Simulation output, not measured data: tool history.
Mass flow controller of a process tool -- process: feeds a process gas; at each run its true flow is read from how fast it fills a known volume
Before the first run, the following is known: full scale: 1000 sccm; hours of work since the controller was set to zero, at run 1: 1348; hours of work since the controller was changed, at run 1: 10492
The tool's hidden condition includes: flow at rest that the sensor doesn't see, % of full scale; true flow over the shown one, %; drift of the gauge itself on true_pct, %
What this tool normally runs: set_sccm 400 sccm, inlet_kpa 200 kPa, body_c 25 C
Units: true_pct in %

run      day  set_sccm  inlet_kpa  body_c  hours of work since the controller was set to zero  hours of work since the controller was changed  true_pct
  1    0.000       400        200      25                                                1348                                           10492    102.33
  2   12.917       400        237      25                                                1581                                           10726    102.23
  3   26.096       400        237      25                                                1819                                           10964    102.26
  4   40.692       400        237      25                                                2083                                           11227    102.23
  5   52.633       166        200      25                                                2298                                           11443    101.65
  6   66.821       309        200      25                                                2554                                           11699    102.22
  7   81.254       309        200      25                                                2815                                           11960    102.20
  8   95.412       309        200      25                                                3071                                           12215    102.36
  9  108.529       309        200      25                                                3308                                           12452    102.30
 10  117.292       309        200      25                                                3466                                           12610    102.28
 11  132.633       309        200      25                                                3743                                           12887    102.35
 12  145.188       309        200      22                                                3970                                           13114    102.67
 13  154.950       309        200      22                                                4146                                           13290    102.77
     156.029  -- controller's zero set anew
 14  162.821       309        200      22                                                 123                                           13432    102.51
 15  177.483       309        202      22                                                 387                                           13697    102.46
     186.404  -- controller's zero set anew, once more
 16  192.462       743        200      25                                                 109                                           13967    103.62
 17  203.462       400        200      25                                                 308                                           14166    103.44

Run 18 is up next; what results do you expect?
 18  211.317       649        200      25                                                 450                                           14308         ?

{"run 18": {"true_pct": 103.78}}
Had the tool carried no hidden state, the very same run would have given true_pct 99.73 %.

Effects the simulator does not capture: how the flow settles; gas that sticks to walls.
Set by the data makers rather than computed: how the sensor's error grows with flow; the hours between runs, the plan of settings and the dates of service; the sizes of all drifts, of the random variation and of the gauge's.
